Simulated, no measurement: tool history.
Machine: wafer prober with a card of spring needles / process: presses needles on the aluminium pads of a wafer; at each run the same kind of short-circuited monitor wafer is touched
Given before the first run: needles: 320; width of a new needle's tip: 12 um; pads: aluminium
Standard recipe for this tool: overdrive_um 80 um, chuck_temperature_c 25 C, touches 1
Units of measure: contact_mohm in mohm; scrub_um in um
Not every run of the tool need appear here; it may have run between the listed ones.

run	hour	overdrive_um	chuck_temperature_c	touches	contact_mohm	scrub_um
1	0.0	80	25	1	167	21.63
# hour 16.8: tips cleaned on abrasive film
# hour 37.6: tips cleaned on abrasive film
# hour 58.4: tips cleaned on abrasive film
# hour 79.0: tips cleaned on abrasive film
2	79.0	80	25	1	166	21.55
# hour 95.8: tips cleaned on abrasive film
# hour 108.6: height of the first contact set anew
# hour 117.1: tips cleaned on abrasive film
# hour 133.8: tips cleaned on abrasive film
# hour 154.8: tips cleaned on abrasive film
3	169.9	80	26	1	168	21.58
# hour 174.2: tips cleaned on abrasive film
# hour 191.0: tips cleaned on abrasive film
# hour 207.8: tips cleaned on abrasive film
# hour 228.8: tips cleaned on abrasive film
4	241.0	80	25	1	169	21.65
# hour 249.4: tips cleaned on abrasive film
# hour 266.2: tips cleaned on abrasive film
# hour 287.0: tips cleaned on abrasive film
# hour 303.8: tips cleaned on abrasive film
5	317.2	80	32	1	170	21.57
# hour 321.5: tips cleaned on abrasive film
# hour 338.3: tips cleaned on abrasive film
# hour 359.3: tips cleaned on abrasive film
6	363.6	80	32	1	171	21.49
# hour 376.2: tips cleaned on abrasive film
# hour 376.5: height of the first contact set anew
# hour 397.3: tips cleaned on abrasive film
# hour 418.2: tips cleaned on abrasive film
# hour 439.2: tips cleaned on abrasive film
7	440.7	80	32	1	168	21.51
# hour 457.3: tips cleaned on abrasive film
# hour 478.3: tips cleaned on abrasive film
# hour 499.3: tips cleaned on abrasive film
# hour 516.1: tips cleaned on abrasive film
8	531.0	93	25	1	168	25.04
# hour 535.3: tips cleaned on abrasive film
# hour 552.1: tips cleaned on abrasive film
# hour 568.9: tips cleaned on abrasive film
# hour 589.8: tips cleaned on abrasive film
9	596.3	93	25	1	166	25.02
# hour 608.9: tips cleaned on abrasive film
# hour 629.9: tips cleaned on abrasive film
# hour 642.7: height of the first contact set anew
# hour 647.0: tips cleaned on abrasive film
# hour 663.7: tips cleaned on abrasive film
# hour 682.3: tips cleaned on abrasive film
10	682.3	93	25	1	169	24.96
# hour 699.1: tips cleaned on abrasive film
# hour 715.9: tips cleaned on abrasive film
# hour 736.8: tips cleaned on abrasive film
11	752.7	93	25	1	167	24.95
# hour 757.0: tips cleaned on abrasive film
# hour 777.9: tips cleaned on abrasive film
# hour 794.7: tips cleaned on abrasive film
# hour 811.5: tips cleaned on abrasive film
12	813.4	93	25	1	170	24.97
# hour 830.2: tips cleaned on abrasive film
# hour 851.1: tips cleaned on abrasive film
# hour 867.9: tips cleaned on abrasive film
13	871.8	93	25	1	168	24.92
# hour 888.5: tips cleaned on abrasive film
# hour 909.5: tips cleaned on abrasive film
# hour 909.8: height of the first contact set anew
# hour 926.6: tips cleaned on abrasive film
14	937.8	80	25	2	167	21.39
# hour 946.3: tips cleaned on abrasive film
# hour 967.0: tips cleaned on abrasive film
15	979.9	61	121	1	187	16.30
# hour 984.1: tips cleaned on abrasive film
# hour 1000.9: tips cleaned on abrasive film
# hour 1017.7: tips cleaned on abrasive film
# hour 1038.3: tips cleaned on abrasive film
16	1038.3	86	25	1	167	22.91
# hour 1059.2: tips cleaned on abrasive film
# hour 1075.9: tips cleaned on abrasive film
17	1090.3	80	69	1	173	21.45
# hour 1094.6: tips cleaned on abrasive film
# hour 1111.4: tips cleaned on abrasive film
# hour 1132.3: tips cleaned on abrasive film
# hour 1149.1: tips cleaned on abrasive film
# hour 1169.6: tips cleaned on abrasive film
# hour 1181.6: card fitted with new needles
18	1181.6	76	93	1	184	20.41
# hour 1198.4: tips cleaned on abrasive film
# hour 1215.2: tips cleaned on abrasive film
# hour 1235.9: tips cleaned on abrasive film
# hour 1252.7: tips cleaned on abrasive film
# hour 1269.5: tips cleaned on abrasive film
19	1272.3	76	28	1	168	20.30
# hour 1288.9: tips cleaned on abrasive film
# hour 1305.7: tips cleaned on abrasive film
# hour 1322.5: tips cleaned on abrasive film
20	1328.7	80	25	1	166	21.38
# hour 1341.3: tips cleaned on abrasive film
# hour 1358.1: tips cleaned on abrasive film
# hour 1374.9: tips cleaned on abrasive film
21	1376.8	93	103	2	185	24.74
# hour 1393.6: tips cleaned on abrasive film
# hour 1414.5: tips cleaned on abrasive film
# hour 1431.3: tips cleaned on abrasive film
# hour 1448.1: tips cleaned on abrasive film
# hour 1448.4: height of the first contact set anew
22	1459.7	82	94	1	184	21.99
# hour 1468.1: tips cleaned on abrasive film
# hour 1489.1: tips cleaned on abrasive film
# hour 1509.9: tips cleaned on abrasive film
# hour 1530.9: tips cleaned on abrasive film
23	1534.3	88	52	2	177	23.46
# hour 1551.1: tips cleaned on abrasive film
# hour 1567.9: tips cleaned on abrasive film
# hour 1584.7: tips cleaned on abrasive film
# hour 1601.5: tips cleaned on abrasive film
# hour 1618.3: tips cleaned on abrasive film
24	1627.1	91	95	2	179	24.15
# hour 1635.6: tips cleaned on abrasive film
# hour 1652.4: tips cleaned on abrasive film
# hour 1673.3: tips cleaned on abrasive film
# hour 1690.1: tips cleaned on abrasive film
# hour 1706.9: tips cleaned on abrasive film
25	1709.6	91	95	2	184	24.25
# hour 1713.9: height of the first contact set anew
# hour 1726.5: tips cleaned on abrasive film
# hour 1743.3: tips cleaned on abrasive film
# hour 1760.1: tips cleaned on abrasive film
# hour 1776.9: tips cleaned on abrasive film
# hour 1797.8: tips cleaned on abrasive film
26	1807.0	91	95	2	182	24.10
# hour 1815.5: tips cleaned on abrasive film
# hour 1832.3: tips cleaned on abrasive film
# hour 1849.1: tips cleaned on abrasive film
27	1864.1	91	95	2	182	24.20

Each row is a separate what-if for the run after 27, all from the same tool condition, not one after another. Results?
# hour 1868.4: tips cleaned on abrasive film
# hour 1885.2: tips cleaned on abrasive film
# hour 1902.0: tips cleaned on abrasive film
# hour 1918.8: tips cleaned on abrasive film
A	1921.3	76	26	2	?	?
# hour 1868.4: tips cleaned on abrasive film
# hour 1885.2: tips cleaned on abrasive film
# hour 1902.0: tips cleaned on abrasive film
# hour 1918.8: tips cleaned on abrasive film
B	1921.3	82	25	3	?	?
# hour 1868.4: tips cleaned on abrasive film
# hour 1885.2: tips cleaned on abrasive film
# hour 1902.0: tips cleaned on abrasive film
# hour 1918.8: tips cleaned on abrasive film
C	1921.3	76	125	1	?	?

run	contact_mohm	scrub_um
A	173	20.04
B	165	21.76
C	190	20.18
With the hidden condition removed and each run's random variation left untouched, the same runs would have given:
run	contact_mohm	scrub_um
A	173	20.46
B	165	22.22
C	190	20.61
